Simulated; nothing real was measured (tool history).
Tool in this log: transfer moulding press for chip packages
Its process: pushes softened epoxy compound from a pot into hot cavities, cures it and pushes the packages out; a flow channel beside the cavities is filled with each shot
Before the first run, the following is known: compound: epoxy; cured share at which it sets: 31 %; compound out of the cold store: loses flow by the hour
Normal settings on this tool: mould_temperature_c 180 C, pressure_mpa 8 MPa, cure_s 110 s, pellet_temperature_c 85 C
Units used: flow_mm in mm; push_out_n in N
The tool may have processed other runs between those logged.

run	day	mould_temperature_c	pressure_mpa	cure_s	pellet_temperature_c	incoming compound's hours out of the cold store	flow_mm	push_out_n
1	0	180	8	110	85	31.2	513	452
2	3.65	180	8	110	85	27.4	516	557
# day 4.383: plunger's sealing rings changed
# day 4.792: cavities cleaned with cleaning compound and waxed
3	5.842	180	8	110	85	14.5	613	470
4	8.325	187	8	110	85	44	481	472
# day 8.729: mould's thermocouples calibrated
# day 10.329: cavities cleaned with cleaning compound and waxed
5	12.35	187	8	110	85	13.8	598	437
# day 15.517: cavities cleaned with cleaning compound and waxed
6	16.079	187	8	110	85	26.5	533	369
7	19.312	187	8	110	85	30.4	514	463
# day 20.721: cavities cleaned with cleaning compound and waxed
8	21.821	187	8	110	85	47.4	443	411
9	23.708	180	6.8	110	85	25.5	500	527
# day 25.917: cavities cleaned with cleaning compound and waxed
10	26.162	184	6.8	110	85	45.2	425	389
11	28.333	184	6.8	110	81	21.6	502	461
# day 29.479: mould's thermocouples calibrated, once more
12	30.833	184	6.8	92	77	23.1	491	643
# day 31.25: cavities cleaned with cleaning compound and waxed
# day 31.704: plunger's sealing rings changed
13	33.667	180	8	110	87	18	591	515
# day 36.546: cavities cleaned with cleaning compound and waxed
14	36.783	183	6.22	130	86	31.4	464	381

Branching from run 14: 3 alternative next runs. What would each branch give?
A	39.983	182	8	147	85	39	?	?
B	39.983	187	6.22	143	79	18.3	?	?
C	39.983	173	8.45	130	84	16.1	?	?

run	flow_mm	push_out_n
A	505	454
B	505	466
C	618	615
With the hidden condition removed and each run's random variation left untouched, the same runs would have given:
run	flow_mm	push_out_n
A	517	352
B	517	361
C	632	480

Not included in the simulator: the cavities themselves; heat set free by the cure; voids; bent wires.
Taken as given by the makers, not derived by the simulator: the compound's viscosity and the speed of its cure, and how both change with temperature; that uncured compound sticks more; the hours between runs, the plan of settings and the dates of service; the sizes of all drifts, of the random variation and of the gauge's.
